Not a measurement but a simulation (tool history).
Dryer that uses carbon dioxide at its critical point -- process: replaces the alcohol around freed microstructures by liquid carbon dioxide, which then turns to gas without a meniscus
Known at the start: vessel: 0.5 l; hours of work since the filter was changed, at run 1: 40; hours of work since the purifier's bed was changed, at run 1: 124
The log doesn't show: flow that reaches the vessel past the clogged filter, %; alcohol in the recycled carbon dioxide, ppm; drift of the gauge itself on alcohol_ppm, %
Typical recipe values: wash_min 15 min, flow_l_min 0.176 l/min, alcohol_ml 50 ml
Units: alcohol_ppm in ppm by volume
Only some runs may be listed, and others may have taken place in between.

run   hour  wash_min  flow_l_min  alcohol_ml  hours of work since the filter was changed  hours of work since the purifier's bed was changed  alcohol_ppm
  1    0.0        15       0.176          50                                          40                                                 124          649
  2    6.1        15       0.176          50                                          43                                                 127          647
  3   12.7        15       0.176          50                                          46                                                 131          647
  4   20.2        15       0.176          50                                          50                                                 135          656
  5   27.1        15       0.176          50                                          54                                                 138          668
  6   34.2        15       0.176          50                                          57                                                 142          672
  7   42.5        15       0.122          50                                          62                                                 146         3124
  8   47.7        15       0.122          50                                          65                                                 149         3173
  9   56.5        15       0.122          50                                          69                                                 154         3212
 10   63.2        15       0.122          50                                          73                                                 157         3213
 11   69.5        15       0.176          22                                          76                                                 160          343
 12   77.7        15       0.176          22                                          80                                                 165          358
 13   83.9        15       0.176          50                                          84                                                 168          726
 14   90.0        14       0.176          50                                          87                                                 171          992
 15   99.7        15       0.176          32                                          92                                                 176          504
 16  109.4        15       0.176          32                                          97                                                 181          498
 17  113.9        15       0.235          50                                          99                                                 184          189
 18  120.0        16       0.156          26                                         103                                                 187          538
 19  125.4        15       0.292          50                                         105                                                 190           92
 20  134.3        11       0.121          62                                         110                                                 194        10540
 21  143.3        15       0.109          48                                         115                                                 199         4739
 22  148.4        15       0.233          65                                         117                                                 202          251
 23  157.5        15       0.126          37                                         122                                                 207         2343
 24  165.5        20       0.176          44                                         126                                                 211          201
 25  173.9         9       0.176          67                                         131                                                 215         7088
 26  183.4         9       0.176          55                                         136                                                 220         5871
 27  189.9        20       0.116         107                                         139                                                 224         3224
 28  196.8        24       0.187          71                                         143                                                 227          123
 29  205.0        23       0.195          43                                         147                                                 232          101
 30  213.9        23       0.195          43                                         152                                                 236           95
 31  220.6        14       0.288          43                                         155                                                 240          127
 32  229.8        21       0.288          43                                         160                                                 245           97
 33  234.1        10       0.185          78                                         162                                                 247         5242
 34  241.7         9       0.233          78                                         166                                                 251         3350

Per-run results on a tool with no hidden state, each run keeping its own random variation:
run  alcohol_ppm
  1          531
  2          523
  3          520
  4          521
  5          524
  6          523
  7         2703
  8         2733
  9         2744
 10         2728
 11          233
 12          241
 13          528
 14          740
 15          342
 16          329
 17           89
 18          363
 19           16
 20         8997
 21         3852
 22          122
 23         1793
 24           83
 25         5666
 26         4648
 27         2275
 28           29
 29           11
 30            5
 31           26
 32           13
 33         3804
 34         2288
